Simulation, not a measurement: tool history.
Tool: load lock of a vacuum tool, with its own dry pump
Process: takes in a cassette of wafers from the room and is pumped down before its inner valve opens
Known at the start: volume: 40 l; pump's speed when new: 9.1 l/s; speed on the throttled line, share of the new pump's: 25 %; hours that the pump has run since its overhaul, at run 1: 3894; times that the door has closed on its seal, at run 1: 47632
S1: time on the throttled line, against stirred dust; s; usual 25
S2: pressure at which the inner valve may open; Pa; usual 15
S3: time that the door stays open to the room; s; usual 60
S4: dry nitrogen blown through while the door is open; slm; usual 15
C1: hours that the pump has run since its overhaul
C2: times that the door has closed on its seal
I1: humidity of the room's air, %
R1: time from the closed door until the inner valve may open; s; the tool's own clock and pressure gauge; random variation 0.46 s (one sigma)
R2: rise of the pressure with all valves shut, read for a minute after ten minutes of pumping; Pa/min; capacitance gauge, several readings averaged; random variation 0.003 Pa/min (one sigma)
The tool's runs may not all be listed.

Run 1, day 0.000: usual settings; C1 3894; C2 47632; I1 42.6. Result: R1 60.3 s, R2 0.193 Pa/min.
Run 2, day 5.383: usual settings; C1 4024; C2 48069; I1 44.3. Result: R1 60.8 s, R2 0.199 Pa/min.
Run 3, day 10.588: usual settings but S4 6 slm; C1 4149; C2 48490; I1 43.5. Result: R1 60.8 s, R2 0.215 Pa/min.
Run 4, day 18.533: usual settings but S4 6 slm; C1 4339; C2 49135; I1 46.9. Result: R1 60.4 s, R2 0.225 Pa/min.
Run 5, day 27.492: usual settings but S2 11 Pa; C1 4554; C2 49861; I1 46.2. Result: R1 62.2 s, R2 0.206 Pa/min.
Run 6, day 33.258: usual settings but S2 11 Pa; C1 4693; C2 50329; I1 43.7. Result: R1 61.4 s, R2 0.210 Pa/min.
Run 7, day 43.512: usual settings but S3 80 s; C1 4939; C2 51160; I1 38.3. Result: R1 60.5 s, R2 0.214 Pa/min.
Run 8, day 51.479: usual settings but S2 14 Pa, S3 80 s; C1 5130; C2 51806; I1 46.4. Result: R1 61.8 s, R2 0.224 Pa/min.
Run 9, day 61.796: usual settings but S2 14 Pa, S3 80 s; C1 5378; C2 52642; I1 44.7. Result: R1 61.2 s, R2 0.233 Pa/min.
Run 10, day 71.371: usual settings but S2 14 Pa, S3 80 s; C1 5607; C2 53418; I1 43.3. Result: R1 62.2 s, R2 0.234 Pa/min.
Run 11, day 81.025: usual settings but S4 21 slm; C1 5839; C2 54201; I1 44.9. Result: R1 60.6 s, R2 0.233 Pa/min.
Run 12, day 87.125: usual settings but S1 13 s, S4 21 slm; C1 5985; C2 54696; I1 43.5. Result: R1 53.0 s, R2 0.232 Pa/min.
Run 13, day 95.071: usual settings but S2 14 Pa; C1 6176; C2 55340; I1 41.5. Result: R1 62.1 s, R2 0.244 Pa/min.
Run 14, day 104.708: usual settings but S2 14 Pa; C1 6407; C2 56121; I1 46.6. Result: R1 62.0 s, R2 0.243 Pa/min.
Run 15, day 113.271: usual settings but S2 14 Pa; C1 6613; C2 56815; I1 47.9. Result: R1 61.9 s, R2 0.250 Pa/min.
Run 16, day 117.533: usual settings but S2 14 Pa; C1 6715; C2 57161; I1 46.0. Result: R1 61.6 s, R2 0.255 Pa/min.
Run 17, day 124.462: usual settings but S2 19 Pa; C1 6882; C2 57723; I1 42.8. Result: R1 60.8 s, R2 0.259 Pa/min.
Run 18, day 129.588: usual settings; C1 7005; C2 58138; I1 45.7. Result: R1 61.2 s, R2 0.257 Pa/min.
Run 19, day 137.029: usual settings; C1 7183; C2 58742; I1 44.3. Result: R1 62.1 s, R2 0.254 Pa/min.
Run 20, day 144.129: usual settings; C1 7354; C2 59317; I1 45.5. Result: R1 61.5 s, R2 0.275 Pa/min.
Run 21, day 148.808: usual settings but S2 11 Pa, S4 12 slm; C1 7466; C2 59697; I1 47.0. Result: R1 64.3 s, R2 0.278 Pa/min.
Run 22, day 159.038: usual settings but S2 11 Pa, S4 12 slm; C1 7711; C2 60526; I1 42.8. Result: R1 63.5 s, R2 0.276 Pa/min.
Run 23, day 163.829: usual settings but S1 39 s; C1 7826; C2 60915; I1 46.2. Result: R1 71.8 s, R2 0.277 Pa/min.
Run 24, day 169.200: usual settings but S3 182 s; C1 7955; C2 61350; I1 43.0. Result: R1 62.5 s, R2 0.296 Pa/min.
Run 25, day 174.142: usual settings but S2 26 Pa; C1 8074; C2 61750; I1 47.3. Result: R1 59.0 s, R2 0.283 Pa/min.
Run 26, day 182.988: usual settings but S2 26 Pa, S3 94 s, S4 9 slm; C1 8286; C2 62468; I1 44.4. Result: R1 59.4 s, R2 0.304 Pa/min.
Run 27, day 191.354: usual settings but S2 26 Pa, S3 94 s, S4 9 slm; C1 8487; C2 63146; I1 44.7. Result: R1 58.5 s, R2 0.297 Pa/min.
Run 28, day 201.688: usual settings but S1 19 s, S4 6 slm; C1 8735; C2 63984; I1 48.1. Result: R1 58.3 s, R2 0.303 Pa/min.
Run 29, day 210.996: usual settings but S1 37 s, S3 194 s, S4 6 slm; C1 8958; C2 64738; I1 47.1. Result: R1 71.9 s, R2 0.345 Pa/min.
Run 30, day 221.050: usual settings but S2 29 Pa; C1 9200; C2 65554; I1 46.2. Result: R1 59.4 s, R2 0.297 Pa/min.
Run 31, day 225.879: usual settings but S2 29 Pa; C1 9316; C2 65945; I1 44.6. Result: R1 59.4 s, R2 0.311 Pa/min.
Run 32, day 235.129: usual settings but S1 32 s, S2 29 Pa, S3 43 s, S4 6 slm; C1 9538; C2 66695; I1 43.1. Result: R1 63.0 s, R2 0.308 Pa/min.
Run 33, day 242.621: usual settings but S1 38 s, S2 11 Pa, S3 138 s, S4 9 slm; C1 9717; C2 67302; I1 45.8. Result: R1 73.7 s, R2 0.350 Pa/min.
At day 248.754: door's seal changed, seat wiped.
Run 34, day 248.971: usual settings but S1 30 s, S2 13 Pa, S3 92 s, S4 22 slm; C1 9868; C2 17; I1 44.8. Result: R1 67.3 s, R2 0.038 Pa/min.
Run 35, day 253.338: usual settings but S2 21 Pa, S3 43 s; C1 9973; C2 371; I1 42.9. Result: R1 60.6 s, R2 0.037 Pa/min.
Run 36, day 259.529: usual settings but S2 21 Pa, S3 43 s; C1 10122; C2 873; I1 43.3. Result: R1 61.0 s, R2 0.033 Pa/min.
Run 37, day 267.383: usual settings but S3 108 s, S4 8 slm; C1 10310; C2 1510; I1 45.8. Result: R1 64.4 s, R2 0.072 Pa/min.

Some steps in R1 between neighbouring runs. How much of each would the tool show without its hidden state too (settings, what came in, random variation), and how much is left for the hidden state, with any gauge scatter that isn't in both results?
The hidden state here: pump's speed, % of a new pump's; leak at the door's seal, Pa l/s; drift of the gauge itself on ready_s, %; drift of the gauge itself on rise_pa_min, %.
Run 27 -> 28: S1 25 -> 19, S2 26 -> 15, S3 94 -> 60, S4 9 -> 6. R1 -0.2 s: hidden state +0.8, all else -1.0.
Run 28 -> 29: S1 19 -> 37, S3 60 -> 194. R1 +13.6 s: hidden state -0.5, all else +14.1.
Run 29 -> 30: S1 37 -> 25, S2 15 -> 29, S3 194 -> 60, S4 6 -> 15. R1 -12.5 s: hidden state +0.1, all else -12.6.
Run 32 -> 33: S1 32 -> 38, S2 29 -> 11, S3 43 -> 138, S4 6 -> 9. R1 +10.7 s: hidden state +0.7, all else +10.0.
Run 36 -> 37: S2 21 -> 15, S3 43 -> 108, S4 15 -> 8. R1 +3.4 s: hidden state +0.6, all else +2.8.

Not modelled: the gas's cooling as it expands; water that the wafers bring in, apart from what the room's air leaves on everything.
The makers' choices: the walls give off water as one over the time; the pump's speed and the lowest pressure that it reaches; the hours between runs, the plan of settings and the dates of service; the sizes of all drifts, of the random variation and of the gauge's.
